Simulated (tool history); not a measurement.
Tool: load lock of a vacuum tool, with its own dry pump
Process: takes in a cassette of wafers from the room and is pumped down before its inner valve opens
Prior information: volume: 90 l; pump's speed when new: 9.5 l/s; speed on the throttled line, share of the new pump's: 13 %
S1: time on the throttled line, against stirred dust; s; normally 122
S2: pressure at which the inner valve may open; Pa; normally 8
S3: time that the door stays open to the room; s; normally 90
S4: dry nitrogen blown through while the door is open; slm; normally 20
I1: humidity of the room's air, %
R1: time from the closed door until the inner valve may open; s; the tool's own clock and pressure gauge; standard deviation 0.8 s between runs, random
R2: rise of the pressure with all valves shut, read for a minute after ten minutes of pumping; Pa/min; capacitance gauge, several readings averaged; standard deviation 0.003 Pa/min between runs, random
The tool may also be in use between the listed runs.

{"run": 1, "hour": 0.0, "S1": 122, "S2": 8, "S3": 90, "S4": 20, "I1": 43.3, "R1": 198.6, "R2": 0.652}
{"run": 2, "hour": 75.3, "S1": 122, "S2": 9, "S3": 90, "S4": 20, "I1": 45.4, "R1": 198.4, "R2": 0.652}
{"run": 3, "hour": 144.9, "S1": 122, "S2": 9, "S3": 90, "S4": 20, "I1": 43.3, "R1": 198.4, "R2": 0.666}
{"run": 4, "hour": 213.1, "S1": 122, "S2": 9, "S3": 90, "S4": 20, "I1": 43.5, "R1": 198.6, "R2": 0.672}
{"run": 5, "hour": 287.3, "S1": 148, "S2": 8, "S3": 90, "S4": 20, "I1": 45.5, "R1": 220.7, "R2": 0.675}
{"run": 6, "hour": 401.7, "S1": 122, "S2": 11, "S3": 90, "S4": 20, "I1": 44.9, "R1": 196.2, "R2": 0.682}
{"run": 7, "hour": 480.2, "S1": 122, "S2": 11, "S3": 90, "S4": 20, "I1": 42.2, "R1": 198.0, "R2": 0.682}
{"run": 8, "hour": 557.0, "S1": 122, "S2": 8, "S3": 39, "S4": 20, "I1": 45.0, "R1": 200.6, "R2": 0.687}
{"run": 9, "hour": 676.8, "S1": 122, "S2": 8, "S3": 39, "S4": 20, "I1": 44.6, "R1": 199.2, "R2": 0.695}
{"run": 10, "hour": 736.4, "S1": 122, "S2": 8, "S3": 39, "S4": 20, "I1": 46.4, "R1": 199.6, "R2": 0.701}
{"run": 11, "hour": 798.3, "S1": 122, "S2": 14, "S3": 90, "S4": 20, "I1": 43.9, "R1": 194.7, "R2": 0.719}
{"hour": 843.9, "done": "door's seal changed, seat wiped"}
{"run": 12, "hour": 854.0, "S1": 122, "S2": 8, "S3": 90, "S4": 20, "I1": 44.6, "R1": 198.5, "R2": 0.019}
{"run": 13, "hour": 935.5, "S1": 122, "S2": 8, "S3": 90, "S4": 20, "I1": 45.4, "R1": 197.9, "R2": 0.03}
{"run": 14, "hour": 990.0, "S1": 122, "S2": 8, "S3": 90, "S4": 20, "I1": 45.0, "R1": 199.5, "R2": 0.032}
{"run": 15, "hour": 1114.0, "S1": 122, "S2": 8, "S3": 90, "S4": 20, "I1": 46.2, "R1": 200.1, "R2": 0.029}
{"run": 16, "hour": 1173.7, "S1": 68, "S2": 8, "S3": 90, "S4": 20, "I1": 48.1, "R1": 153.4, "R2": 0.029}
{"run": 17, "hour": 1293.1, "S1": 122, "S2": 8, "S3": 90, "S4": 21, "I1": 45.2, "R1": 199.6, "R2": 0.031}
{"run": 18, "hour": 1413.1, "S1": 122, "S2": 8, "S3": 90, "S4": 21, "I1": 46.0, "R1": 200.4, "R2": 0.033}
{"run": 19, "hour": 1538.2, "S1": 122, "S2": 8, "S3": 90, "S4": 4, "I1": 46.5, "R1": 201.6, "R2": 0.057}
{"run": 20, "hour": 1662.6, "S1": 122, "S2": 8, "S3": 234, "S4": 20, "I1": 45.6, "R1": 200.2, "R2": 0.062}
{"run": 21, "hour": 1777.9, "S1": 192, "S2": 8, "S3": 90, "S4": 20, "I1": 46.9, "R1": 263.3, "R2": 0.04}
{"run": 22, "hour": 1845.3, "S1": 192, "S2": 8, "S3": 90, "S4": 20, "I1": 44.7, "R1": 262.3, "R2": 0.04}
{"run": 23, "hour": 1960.9, "S1": 192, "S2": 10, "S3": 90, "S4": 10, "I1": 46.6, "R1": 258.2, "R2": 0.055}
{"run": 24, "hour": 2070.1, "S1": 122, "S2": 8, "S3": 86, "S4": 20, "I1": 43.8, "R1": 200.5, "R2": 0.043}
{"run": 25, "hour": 2151.8, "S1": 86, "S2": 7, "S3": 66, "S4": 9, "I1": 47.4, "R1": 170.2, "R2": 0.054}
{"run": 26, "hour": 2260.5, "S1": 86, "S2": 13, "S3": 66, "S4": 9, "I1": 44.2, "R1": 165.5, "R2": 0.05}
{"run": 27, "hour": 2389.4, "S1": 122, "S2": 13, "S3": 90, "S4": 25, "I1": 46.0, "R1": 194.2, "R2": 0.046}
{"run": 28, "hour": 2503.9, "S1": 122, "S2": 13, "S3": 90, "S4": 25, "I1": 46.7, "R1": 196.0, "R2": 0.054}
{"run": 29, "hour": 2595.5, "S1": 227, "S2": 13, "S3": 90, "S4": 11, "I1": 43.5, "R1": 283.9, "R2": 0.059}
{"run": 30, "hour": 2682.0, "S1": 126, "S2": 8, "S3": 26, "S4": 14, "I1": 43.7, "R1": 203.9, "R2": 0.043}
{"run": 31, "hour": 2760.7, "S1": 182, "S2": 10, "S3": 55, "S4": 14, "I1": 43.9, "R1": 251.2, "R2": 0.05}
{"run": 32, "hour": 2829.2, "S1": 122, "S2": 8, "S3": 90, "S4": 13, "I1": 44.0, "R1": 202.7, "R2": 0.06}
{"run": 33, "hour": 2886.3, "S1": 122, "S2": 6, "S3": 25, "S4": 20, "I1": 45.6, "R1": 205.8, "R2": 0.046}
{"run": 34, "hour": 2968.1, "S1": 190, "S2": 8, "S3": 90, "S4": 6, "I1": 45.4, "R1": 258.9, "R2": 0.074}
{"run": 35, "hour": 3088.8, "S1": 122, "S2": 8, "S3": 90, "S4": 18, "I1": 45.8, "R1": 200.8, "R2": 0.068}
{"run": 36, "hour": 3183.0, "S1": 122, "S2": 8, "S3": 90, "S4": 18, "I1": 43.6, "R1": 200.6, "R2": 0.065}

Run by run, hidden condition taken away, random variation retained:
What the log doesn't record here: pump's speed, % of a new pump's; leak at the door's seal, Pa l/s; drift of the gauge itself on ready_s, %; drift of the gauge itself on rise_pa_min, %.
run=1 R1=195.9 R2=0.025
run=2 R1=195.7 R2=0.026
run=3 R1=195.6 R2=0.021
run=4 R1=195.8 R2=0.026
run=5 R1=218.0 R2=0.027
run=6 R1=193.4 R2=0.026
run=7 R1=195.1 R2=0.020
run=8 R1=197.5 R2=0.015
run=9 R1=196.1 R2=0.017
run=10 R1=196.5 R2=0.012
run=11 R1=191.7 R2=0.024
run=12 R1=195.5 R2=0.019
run=13 R1=194.9 R2=0.029
run=14 R1=196.4 R2=0.030
run=15 R1=196.9 R2=0.026
run=16 R1=149.9 R2=0.025
run=17 R1=196.4 R2=0.024
run=18 R1=197.0 R2=0.025
run=19 R1=198.1 R2=0.047
run=20 R1=196.7 R2=0.050
run=21 R1=260.1 R2=0.026
run=22 R1=259.1 R2=0.025
run=23 R1=255.1 R2=0.037
run=24 R1=196.7 R2=0.024
run=25 R1=166.1 R2=0.034
run=26 R1=161.4 R2=0.028
run=27 R1=190.5 R2=0.021
run=28 R1=192.3 R2=0.027
run=29 R1=280.8 R2=0.030
run=30 R1=199.6 R2=0.012
run=31 R1=247.5 R2=0.017
run=32 R1=198.2 R2=0.025
run=33 R1=201.1 R2=0.010
run=34 R1=254.9 R2=0.037
run=35 R1=196.2 R2=0.027
run=36 R1=195.9 R2=0.023
